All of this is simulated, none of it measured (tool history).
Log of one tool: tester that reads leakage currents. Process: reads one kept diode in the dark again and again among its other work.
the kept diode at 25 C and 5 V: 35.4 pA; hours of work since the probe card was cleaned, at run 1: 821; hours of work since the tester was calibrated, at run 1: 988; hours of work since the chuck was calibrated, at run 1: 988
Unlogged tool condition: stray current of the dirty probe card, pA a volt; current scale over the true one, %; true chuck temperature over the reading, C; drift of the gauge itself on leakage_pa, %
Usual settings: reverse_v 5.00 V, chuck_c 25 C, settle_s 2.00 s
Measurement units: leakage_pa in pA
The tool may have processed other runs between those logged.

run,day,reverse_v,chuck_c,settle_s,hours of work since the probe card was cleaned,hours of work since the tester was calibrated,hours of work since the chuck was calibrated,leakage_pa
1,0.000,5.00,25,2.00,821,988,988,39.99
2,1.792,5.00,25,2.00,851,1018,1018,40.55
3,2.746,14.22,25,2.00,867,1034,1034,71.36
4,4.638,5.36,25,2.00,899,1065,1065,41.97
5,5.679,5.36,25,2.00,916,1083,1083,42.19
6,6.754,5.36,25,2.00,934,1101,1101,42.13
7,7.629,5.36,25,2.00,949,1115,1115,42.44
8,8.488,5.00,25,2.00,963,1130,1130,41.09
9,9.558,5.00,25,2.00,981,1147,1147,41.09
# day 9.767: tester calibrated
10,11.492,13.33,34,1.40,1012,29,1178,121.93
11,13.108,1.17,45,1.40,1039,56,1205,83.50
12,14.992,5.00,46,2.00,1070,87,1237,168.26
13,16.112,11.67,25,2.00,1089,106,1256,67.71
14,17.133,1.11,29,2.26,1106,123,1273,26.01
15,18.800,10.44,21,1.95,1134,151,1301,51.44
16,19.871,3.23,25,4.22,1152,169,1319,33.31
# day 20.746: tester calibrated, once more
17,20.892,5.00,25,2.00,1168,2,1334,41.84

Predict each of these 3 candidate next runs independently; none follows another, all start after run 17:
A,21.942,5.00,25,9.75,1185,20,1352,?
B,21.942,3.58,25,2.00,1185,20,1352,?
C,21.942,2.53,43,2.92,1185,20,1352,?

run,leakage_pa
A,41.84
B,35.05
C,100.56
What these runs would have given with no unlogged condition in the tool:
run,leakage_pa
A,35.52
B,30.99
C,103.64
